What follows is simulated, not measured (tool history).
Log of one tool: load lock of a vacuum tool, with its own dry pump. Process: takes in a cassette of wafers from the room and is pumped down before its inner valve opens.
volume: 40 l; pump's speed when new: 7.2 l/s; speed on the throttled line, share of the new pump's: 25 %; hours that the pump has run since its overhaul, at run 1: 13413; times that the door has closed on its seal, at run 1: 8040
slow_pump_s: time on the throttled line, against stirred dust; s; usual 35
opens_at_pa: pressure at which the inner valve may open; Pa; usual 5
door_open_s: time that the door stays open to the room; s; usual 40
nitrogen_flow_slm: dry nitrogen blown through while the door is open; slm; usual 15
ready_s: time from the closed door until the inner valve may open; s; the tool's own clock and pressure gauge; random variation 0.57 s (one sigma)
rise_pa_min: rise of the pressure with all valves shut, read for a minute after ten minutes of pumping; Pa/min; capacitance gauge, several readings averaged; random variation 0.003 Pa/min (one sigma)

run,hour,slow_pump_s,opens_at_pa,door_open_s,nitrogen_flow_slm,hours that the pump has run since its overhaul,times that the door has closed on its seal,"incoming humidity of the room's air, %",ready_s,rise_pa_min
1,0,35,5,40,15,13413,8040,45.1,86.1,0.03
2,212.8,35,5,40,15,13625,8346,43,87.7,0.027
3,379.1,35,5,40,15,13792,8586,44.3,86.9,0.029
4,555,35,5,40,15,13968,8839,46,86.9,0.029
5,766.7,35,5,40,15,14179,9144,45.7,86.8,0.032
6,954.8,35,5,55,15,14367,9415,42.4,87.7,0.034
7,1107.1,35,5,55,15,14520,9634,47,87.1,0.033
8,1240,35,8,40,15,14653,9825,45.1,82.8,0.029
9,1352,35,8,40,15,14765,9986,45.5,83.8,0.035
10,1467.1,35,8,40,15,14880,10152,45.2,85.1,0.032
11,1683.1,35,5,40,15,15096,10463,44.8,86.8,0.036
12,1870.9,35,5,40,15,15283,10733,43.6,87.2,0.038
13,2108.4,35,5,40,15,15521,11075,45.8,87.4,0.028
14,2335.2,35,5,40,15,15748,11402,43.8,86.3,0.034
15,2438.6,35,5,40,15,15851,11550,43.1,87.3,0.036
16,2543.6,35,5,40,15,15956,11702,42.3,88.4,0.033
17,2645.3,35,5,40,15,16058,11848,46.7,86.9,0.033
18,2863.1,35,5,40,15,16276,12162,47.9,87.5,0.036
19,2991.6,35,5,40,15,16404,12347,45.3,87,0.035
20,3176,35,5,40,15,16589,12612,44.6,87.7,0.038
21,3370.5,35,5,35,6,16783,12892,44.1,88.1,0.038
22,3513.2,35,5,48,22,16926,13097,43.3,87.6,0.032
23,3691.9,35,5,40,30,17104,13355,44.6,88.7,0.026
24,3849.8,35,6,40,8,17262,13582,44.8,87.2,0.039
25,4027.6,35,6,40,8,17440,13838,46.6,86.9,0.041
26,4267.5,30,6,40,17,17680,14183,46,83.4,0.033
27,4459.8,29,5,181,15,17872,14460,42.1,83.4,0.045
28,4705.3,35,5,40,15,18118,14813,42.2,87.5,0.024
29,4823.4,35,7,34,15,18236,14983,44.1,86.6,0.033
30,5021.7,34,5,40,15,18434,15269,45.4,88.7,0.038
31,5124,35,5,39,15,18537,15416,44,88.9,0.036
32,5248.7,18,8,96,9,18661,15596,50.3,74.2,0.056
33,5396.2,35,8,40,12,18809,15808,41.2,85.4,0.036
34,5500.6,22,7,67,10,18913,15958,40.1,77.9,0.04
35,5616.6,65,5,40,15,19029,16125,48.1,109.8,0.043
36,5761.5,35,5,85,15,19174,16334,50.4,88.6,0.051

The same runs without the tool's hidden state, with the same run-to-run variation:
The hidden state here: pump's speed, % of a new pump's; leak at the door's seal, Pa l/s; drift of the gauge itself on ready_s, %; drift of the gauge itself on rise_pa_min, %.
run,ready_s,rise_pa_min
1,81.4,0.025
2,82.8,0.022
3,82,0.023
4,81.9,0.023
5,81.7,0.025
6,82.5,0.027
7,81.9,0.026
8,78,0.022
9,78.9,0.028
10,80.1,0.025
11,81.3,0.028
12,81.6,0.03
13,81.7,0.02
14,80.5,0.025
15,81.4,0.027
16,82.5,0.024
17,81,0.024
18,81.6,0.027
19,81,0.025
20,81.5,0.028
21,81.9,0.027
22,81.3,0.021
23,82.3,0.015
24,81,0.028
25,80.6,0.03
26,76.7,0.021
27,76.5,0.033
28,80.7,0.012
29,80,0.021
30,81.8,0.025
31,81.8,0.023
32,66.9,0.042
33,78.8,0.022
34,70.5,0.025
35,103.8,0.029
36,81.4,0.037
